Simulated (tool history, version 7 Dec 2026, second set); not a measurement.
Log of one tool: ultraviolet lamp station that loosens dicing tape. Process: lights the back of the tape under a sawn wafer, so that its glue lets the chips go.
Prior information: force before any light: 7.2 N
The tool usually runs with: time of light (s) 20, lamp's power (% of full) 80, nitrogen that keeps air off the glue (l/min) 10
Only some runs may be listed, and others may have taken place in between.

run	hour	time of light (s)	lamp's power (% of full)	nitrogen that keeps air off the glue (l/min)	force that peels the tape off (N)	light that reached the tape (mJ/cm²)
1	0	20	80	10	0.721	217
2	22.8	20	80	10	0.7	224
3	61.6	20	87	10	0.595	241
4	101.2	20	68	10	0.959	190
5	138	20	80	10	0.672	221
6	176.7	20	80	10	0.698	224
7	209.6	20	80	10	0.723	222
8	229.4	20	80	10	0.711	220
9	252.6	20	80	10	0.704	224
10	294.7	20	80	10	0.706	218
11	335.5	20	80	10	0.721	221
12	370.5	20	80	10	0.68	220
13	401.1	20	80	10	0.711	224
14	418.6	20	80	10	0.718	222
15	460.2	20	80	10	0.728	222
16	481.7	22	78	6	0.925	236
17	512.5	22	78	6	0.908	235
18	544.5	20	80	4	1.382	216
19	562.7	20	80	4	1.332	219
20	586.5	20	80	4	1.409	220
21	615.9	20	80	6	1.063	223
# hour 622.4: window cleaned of glue's vapour
22	640.2	20	95	3	1.225	263
23	668.3	23	64	3	1.802	203
24	686.1	15	64	3	2.928	134
25	714.9	20	86	10	0.624	239
26	753.7	19	80	19	0.502	209
27	783.4	20	81	5	1.134	221

5 options for the next run, each taken on its own from the tool as it stands now. Forecast them:
A	814.1	35	81	12	?	?
B	814.1	21	81	5	?	?
C	814.1	19	64	3	?	?
D	814.1	14	80	6	?	?
E	814.1	27	66	9	?	?

run	force that peels the tape off (N)	light that reached the tape (mJ/cm²)
A	0.256	393
B	1.031	239
C	2.318	163
D	1.766	155
E	0.61	243
Without the tool's unlogged condition, the same runs would have read:
run	force that peels the tape off (N)	light that reached the tape (mJ/cm²)
A	0.256	394
B	1.029	240
C	2.315	164
D	1.763	155
E	0.609	244
